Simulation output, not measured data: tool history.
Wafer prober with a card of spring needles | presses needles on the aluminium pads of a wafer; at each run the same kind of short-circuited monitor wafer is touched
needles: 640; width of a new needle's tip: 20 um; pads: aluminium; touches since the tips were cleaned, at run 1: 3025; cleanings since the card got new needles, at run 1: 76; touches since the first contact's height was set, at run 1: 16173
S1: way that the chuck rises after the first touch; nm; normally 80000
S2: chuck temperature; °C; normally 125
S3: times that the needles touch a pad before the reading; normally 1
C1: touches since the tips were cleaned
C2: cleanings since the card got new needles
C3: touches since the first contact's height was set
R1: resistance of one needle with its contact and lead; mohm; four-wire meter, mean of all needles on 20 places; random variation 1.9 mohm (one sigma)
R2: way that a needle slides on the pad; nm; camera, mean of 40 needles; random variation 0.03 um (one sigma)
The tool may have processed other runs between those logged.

run	hour	S1	S2	S3	C1	C2	C3	R1	R2
1	0	80000	125	1	3025	76	16173	247	15550
# hour 8.8: tips cleaned on abrasive film
# hour 33.3: tips cleaned on abrasive film
2	33.4	80000	125	1	37	78	22785	209	15520
# hour 56.7: tips cleaned on abrasive film
3	71.7	80000	125	1	2991	79	30384	254	15560
# hour 82.7: tips cleaned on abrasive film
4	98.3	80000	125	1	3109	80	35648	252	15530
# hour 107.1: tips cleaned on abrasive film
# hour 131.5: tips cleaned on abrasive film
5	145.6	80000	125	1	2817	82	45026	252	15480
# hour 150: height of the first contact set anew
# hour 156.1: tips cleaned on abrasive film
6	174.3	80000	89	1	3626	83	4806	253	15450
# hour 180.7: tips cleaned on abrasive film
# hour 203: tips cleaned on abrasive film
7	217.9	80000	89	1	2959	85	13442	246	15380
# hour 226.7: tips cleaned on abrasive film
# hour 249.3: tips cleaned on abrasive film
8	269.1	80000	30	2	3934	87	23579	222	15340
# hour 271.7: tips cleaned on abrasive film
# hour 295: tips cleaned on abrasive film
9	303.8	71000	46	1	1745	89	30451	250	13590

Run 10 has not been measured yet. What should we expect?
# hour 319: tips cleaned on abrasive film
# hour 343.1: tips cleaned on abrasive film
10	343.1	98000	32	2	0	91	38236	?	?

Run 10 gave R1 187 mohm, R2 18850 nm.
With the hidden condition absent and the run-to-run variation left alone, this run would have shown R1 183 mohm, R2 19150 nm.

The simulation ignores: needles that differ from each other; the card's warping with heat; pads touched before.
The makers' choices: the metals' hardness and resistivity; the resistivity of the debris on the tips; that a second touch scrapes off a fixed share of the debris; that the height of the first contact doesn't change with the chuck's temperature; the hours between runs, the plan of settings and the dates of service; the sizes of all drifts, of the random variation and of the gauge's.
